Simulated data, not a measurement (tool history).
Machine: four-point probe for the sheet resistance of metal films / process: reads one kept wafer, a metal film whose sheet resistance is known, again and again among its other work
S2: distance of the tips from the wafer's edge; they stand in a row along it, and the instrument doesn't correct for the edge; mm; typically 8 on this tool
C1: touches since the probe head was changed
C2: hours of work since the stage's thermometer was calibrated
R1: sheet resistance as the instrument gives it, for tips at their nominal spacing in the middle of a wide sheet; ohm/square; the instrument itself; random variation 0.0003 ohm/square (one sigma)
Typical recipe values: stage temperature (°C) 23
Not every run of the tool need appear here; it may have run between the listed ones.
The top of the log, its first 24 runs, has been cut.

{"run": 25, "hour": 318.1, "stage temperature (°C)": 19, "S2": 9, "C1": 13832, "C2": 20, "R1": 1.48438}
{"run": 26, "hour": 326.8, "stage temperature (°C)": 19, "S2": 9, "C1": 14111, "C2": 24, "R1": 1.483488}
{"run": 27, "hour": 340.8, "stage temperature (°C)": 20, "S2": 13, "C1": 14556, "C2": 31, "R1": 1.484511}
{"run": 28, "hour": 357.9, "stage temperature (°C)": 20, "S2": 13, "C1": 15101, "C2": 38, "R1": 1.484064}
{"run": 29, "hour": 376.1, "stage temperature (°C)": 20, "S2": 13, "C1": 15682, "C2": 47, "R1": 1.483248}
{"run": 30, "hour": 387.1, "stage temperature (°C)": 25, "S2": 38, "C1": 16032, "C2": 52, "R1": 1.487485}
{"run": 31, "hour": 396.4, "stage temperature (°C)": 18, "S2": 7, "C1": 16328, "C2": 56, "R1": 1.485236}
{"run": 32, "hour": 404.5, "stage temperature (°C)": 33, "S2": 11, "C1": 16586, "C2": 60, "R1": 1.497244}
{"run": 33, "hour": 421.5, "stage temperature (°C)": 29, "S2": 70, "C1": 17129, "C2": 68, "R1": 1.491531}
{"run": 34, "hour": 434.3, "stage temperature (°C)": 29, "S2": 70, "C1": 17537, "C2": 74, "R1": 1.491698}
{"run": 35, "hour": 447.7, "stage temperature (°C)": 23, "S2": 36, "C1": 17963, "C2": 80, "R1": 1.485685}
{"run": 36, "hour": 461.9, "stage temperature (°C)": 23, "S2": 36, "C1": 18416, "C2": 86, "R1": 1.485509}
{"run": 37, "hour": 480.6, "stage temperature (°C)": 23, "S2": 36, "C1": 19011, "C2": 95, "R1": 1.485346}
{"run": 38, "hour": 493.6, "stage temperature (°C)": 21, "S2": 5, "C1": 19426, "C2": 101, "R1": 1.490903}
{"run": 39, "hour": 509.9, "stage temperature (°C)": 35, "S2": 8, "C1": 19946, "C2": 108, "R1": 1.500716}
{"run": 40, "hour": 528.4, "stage temperature (°C)": 35, "S2": 29, "C1": 20535, "C2": 117, "R1": 1.497516}
{"run": 41, "hour": 545.3, "stage temperature (°C)": 35, "S2": 29, "C1": 21074, "C2": 125, "R1": 1.497648}
{"run": 42, "hour": 557.9, "stage temperature (°C)": 24, "S2": 49, "C1": 21473, "C2": 130, "R1": 1.486819}
{"run": 43, "hour": 575.2, "stage temperature (°C)": 31, "S2": 44, "C1": 22027, "C2": 138, "R1": 1.493054}
{"run": 44, "hour": 594.8, "stage temperature (°C)": 28, "S2": 55, "C1": 22650, "C2": 147, "R1": 1.490144}

Predict each of these 5 candidate next runs independently; none follows another, all start after run 44:
{"run": "A", "hour": 614.0, "stage temperature (°C)": 29, "S2": 13, "C1": 23261, "C2": 156, "R1": "?"}
{"run": "B", "hour": 614.0, "stage temperature (°C)": 21, "S2": 11, "C1": 23261, "C2": 156, "R1": "?"}
{"run": "C", "hour": 614.0, "stage temperature (°C)": 24, "S2": 11, "C1": 23261, "C2": 156, "R1": "?"}
{"run": "D", "hour": 614.0, "stage temperature (°C)": 22, "S2": 8, "C1": 23261, "C2": 156, "R1": "?"}
{"run": "E", "hour": 614.0, "stage temperature (°C)": 19, "S2": 15, "C1": 23261, "C2": 156, "R1": "?"}

run=A R1=1.492411
run=B R1=1.48451
run=C R1=1.488276
run=D R1=1.48718
run=E R1=1.481993
Without the tool's unlogged condition, the same runs would have read:
run=A R1=1.498029
run=B R1=1.490105
run=C R1=1.493883
run=D R1=1.492783
run=E R1=1.48758

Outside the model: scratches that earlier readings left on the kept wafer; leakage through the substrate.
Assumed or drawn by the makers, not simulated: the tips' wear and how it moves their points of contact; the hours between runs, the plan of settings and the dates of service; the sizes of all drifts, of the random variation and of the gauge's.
